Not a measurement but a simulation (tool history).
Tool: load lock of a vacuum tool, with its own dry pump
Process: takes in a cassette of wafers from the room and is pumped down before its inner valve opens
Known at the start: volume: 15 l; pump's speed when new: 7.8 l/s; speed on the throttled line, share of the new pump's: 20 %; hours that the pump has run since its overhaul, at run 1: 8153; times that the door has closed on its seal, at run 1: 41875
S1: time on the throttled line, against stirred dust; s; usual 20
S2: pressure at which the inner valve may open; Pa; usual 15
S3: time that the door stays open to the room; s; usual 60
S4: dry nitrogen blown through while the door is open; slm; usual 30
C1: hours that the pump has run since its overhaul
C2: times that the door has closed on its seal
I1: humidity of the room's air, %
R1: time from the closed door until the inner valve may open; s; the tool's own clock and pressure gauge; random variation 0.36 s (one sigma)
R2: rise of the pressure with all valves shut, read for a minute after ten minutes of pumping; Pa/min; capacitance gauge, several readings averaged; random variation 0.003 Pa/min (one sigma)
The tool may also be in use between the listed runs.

Run 1, hour 0: usual settings; C1 8153; C2 41875; I1 45.1. Result: R1 35.8 s, R2 0.092 Pa/min.
Run 2, hour 416.5: usual settings; C1 8570; C2 43421; I1 45. Result: R1 36 s, R2 0.096 Pa/min.
Run 3, hour 801.5: usual settings; C1 8955; C2 44850; I1 46.8. Result: R1 36.3 s, R2 0.105 Pa/min.
Run 4, hour 1096.2: usual settings; C1 9249; C2 45944; I1 47.5. Result: R1 36 s, R2 0.104 Pa/min.
Run 5, hour 1367.6: usual settings; C1 9521; C2 46951; I1 45.5. Result: R1 36.4 s, R2 0.104 Pa/min.
Run 6, hour 1775.7: usual settings; C1 9929; C2 48466; I1 43.4. Result: R1 35.9 s, R2 0.113 Pa/min.
Run 7, hour 2233.9: usual settings; C1 10387; C2 50167; I1 44.4. Result: R1 36.1 s, R2 0.116 Pa/min.
Run 8, hour 2594.2: usual settings; C1 10748; C2 51505; I1 46.8. Result: R1 37 s, R2 0.118 Pa/min.
Run 9, hour 3108.5: usual settings but S3 35 s; C1 11262; C2 53414; I1 45.2. Result: R1 36.6 s, R2 0.123 Pa/min.
Run 10, hour 3621.2: usual settings; C1 11775; C2 55317; I1 43.7. Result: R1 37.6 s, R2 0.133 Pa/min.
Run 11, hour 3885.3: usual settings but S4 39 slm; C1 12039; C2 56297; I1 45.1. Result: R1 37.7 s, R2 0.131 Pa/min.
Run 12, hour 4277.6: usual settings but S3 116 s, S4 39 slm; C1 12431; C2 57754; I1 47.7. Result: R1 36.7 s, R2 0.142 Pa/min.
Run 13, hour 4517: usual settings; C1 12670; C2 58643; I1 45.1. Result: R1 36.8 s, R2 0.142 Pa/min.
Run 14, hour 5073.2: usual settings; C1 13227; C2 60707; I1 46. Result: R1 37.3 s, R2 0.155 Pa/min.
Run 15, hour 5609.2: usual settings; C1 13762; C2 62697; I1 44.3. Result: R1 38.2 s, R2 0.155 Pa/min.
Run 16, hour 6066.5: usual settings; C1 14220; C2 64395; I1 42. Result: R1 36.8 s, R2 0.162 Pa/min.
Run 17, hour 6599.2: usual settings but S1 11 s, S2 12 Pa, S3 154 s, S4 5 slm; C1 14752; C2 66372; I1 45.2. Result: R1 32.5 s, R2 0.211 Pa/min.
At hour 6820.3: door's seal changed, seat wiped.
Run 18, hour 7104.3: usual settings but S1 31 s, S3 68 s; C1 15256; C2 1054; I1 46.3. Result: R1 46.4 s, R2 0.021 Pa/min.
At hour 7154.3: dry pump taken out, an overhauled one fitted.
Run 19, hour 7452.4: usual settings but S1 28 s, S3 45 s, S4 5 slm; C1 298; C2 2324; I1 48.1. Result: R1 39.9 s, R2 0.036 Pa/min.
Run 20, hour 7792.3: usual settings but S1 34 s; C1 638; C2 3586; I1 48. Result: R1 44.3 s, R2 0.018 Pa/min.
Run 21, hour 8252.8: usual settings but S1 24 s, S2 23 Pa, S4 6 slm; C1 1099; C2 5295; I1 45.9. Result: R1 35 s, R2 0.043 Pa/min.
Run 22, hour 8571.7: usual settings but S1 24 s, S2 23 Pa, S4 6 slm; C1 1417; C2 6479; I1 42.2. Result: R1 35.7 s, R2 0.038 Pa/min.
Run 23, hour 9028.7: usual settings but S1 24 s, S2 23 Pa, S4 6 slm; C1 1874; C2 8176; I1 45.1. Result: R1 36 s, R2 0.037 Pa/min.

Run 24 comes next. What will it give?
Run 24, hour 9502.2: usual settings but S1 24 s, S2 23 Pa, S4 6 slm; C1 2348; C2 9934; I1 46.4. Result: R1 ?, R2 ?.

R1: 36.2 s
R2: 0.043 Pa/min
Without the tool's hidden state the same run would have given R1 35.8 s, R2 0.036 Pa/min.
